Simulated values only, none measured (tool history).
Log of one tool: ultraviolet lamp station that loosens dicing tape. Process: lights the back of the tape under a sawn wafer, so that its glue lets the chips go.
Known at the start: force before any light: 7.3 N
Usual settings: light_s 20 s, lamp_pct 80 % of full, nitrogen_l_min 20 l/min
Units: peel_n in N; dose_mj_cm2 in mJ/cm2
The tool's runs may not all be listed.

| run | hour | light_s | lamp_pct | nitrogen_l_min | peel_n | dose_mj_cm2 |
|---|---|---|---|---|---|---|
| 1 | 0 | 20 | 80 | 20 | 1.08 | 192 |
| 2 | 10.3 | 20 | 80 | 20 | 1.108 | 190 |
| 3 | 17.9 | 20 | 65 | 20 | 1.551 | 155 |
| 4 | 28.1 | 20 | 65 | 20 | 1.549 | 153 |
| 5 | 38.4 | 20 | 65 | 20 | 1.58 | 156 |
| 6 | 43.3 | 20 | 65 | 20 | 1.542 | 153 |
| 7 | 48.1 | 38 | 80 | 20 | 0.289 | 352 |
| 8 | 59.3 | 38 | 80 | 20 | 0.29 | 353 |
| 9 | 63.9 | 38 | 80 | 20 | 0.289 | 352 |
| 10 | 74.7 | 38 | 80 | 20 | 0.287 | 352 |
| 11 | 85.3 | 38 | 80 | 20 | 0.301 | 355 |
| 12 | 95.3 | 38 | 80 | 20 | 0.304 | 347 |
| 13 | 105.5 | 38 | 80 | 20 | 0.293 | 343 |
| 14 | 111.9 | 38 | 80 | 20 | 0.299 | 347 |
| 15 | 118.2 | 38 | 80 | 20 | 0.293 | 349 |
| 16 | 128.2 | 20 | 80 | 20 | 1.161 | 185 |
| 17 | 138.6 | 20 | 69 | 20 | 1.56 | 157 |
| 18 | 147.6 | 20 | 69 | 20 | 1.466 | 158 |
| 19 | 153.8 | 11 | 80 | 20 | 2.675 | 102 |
| 20 | 162.6 | 11 | 80 | 20 | 2.617 | 99 |
| 21 | 169.6 | 20 | 80 | 12 | 1.513 | 178 |
| 22 | 177.3 | 39 | 80 | 20 | 0.318 | 343 |
| 23 | 182.1 | 20 | 80 | 8 | 1.721 | 174 |
| 24 | 190.4 | 17 | 70 | 28 | 1.473 | 152 |
| 25 | 198.4 | 36 | 72 | 27 | 0.321 | 325 |
| 26 | 209 | 20 | 77 | 6 | 1.637 | 191 |
| 27 | 215.8 | 24 | 74 | 14 | 0.916 | 221 |
| 28 | 226 | 11 | 67 | 20 | 2.965 | 95 |
| 29 | 237.1 | 11 | 67 | 20 | 2.861 | 89 |
| 30 | 247.3 | 32 | 87 | 19 | 0.327 | 344 |
| 31 | 254.1 | 11 | 80 | 14 | 2.596 | 106 |
| 32 | 260.2 | 11 | 80 | 14 | 2.562 | 108 |
| 33 | 269.6 | 11 | 63 | 10 | 3.559 | 88 |
| 34 | 279.7 | 33 | 88 | 9 | 0.426 | 352 |
| 35 | 287.2 | 33 | 88 | 9 | 0.44 | 355 |
| 36 | 296.1 | 13 | 61 | 7 | 3.38 | 94 |
| 37 | 305.5 | 13 | 61 | 7 | 3.39 | 96 |
| 38 | 310.1 | 15 | 80 | 17 | 1.819 | 146 |
| 39 | 319.5 | 12 | 62 | 9 | 3.357 | 90 |
| 40 | 326 | 12 | 62 | 9 | 3.342 | 89 |
| 41 | 331.4 | 22 | 96 | 9 | 0.9 | 254 |
| 42 | 336.3 | 20 | 80 | 9 | 1.433 | 193 |
| 43 | 346.2 | 20 | 80 | 9 | 1.409 | 191 |

Not shown: 2 entries that the log had between the listed runs. Between which runs, and how does the tool's hidden state differ before and after?
Between runs 20 and 21: window cleaned of glue's vapour (hour 164.1)
  lamp's light, % of a new lamp's: 95.6 -> 95.5; light that the window lets through, % of a clean one's: 89.2 -> 86.9
  measured less the result without the state, peel_n: +0.414 -> +0.402 N; dose_mj_cm2: -17 -> -36 mJ/cm2
Between runs 23 and 24: window cleaned of glue's vapour, once more (hour 186.2)
  lamp's light, % of a new lamp's: 95.4 -> 95.3; light that the window lets through, % of a clean one's: 86.6 -> 99.5
  measured less the result without the state, peel_n: +0.435 -> +0.118 N; dose_mj_cm2: -37 -> -9 mJ/cm2

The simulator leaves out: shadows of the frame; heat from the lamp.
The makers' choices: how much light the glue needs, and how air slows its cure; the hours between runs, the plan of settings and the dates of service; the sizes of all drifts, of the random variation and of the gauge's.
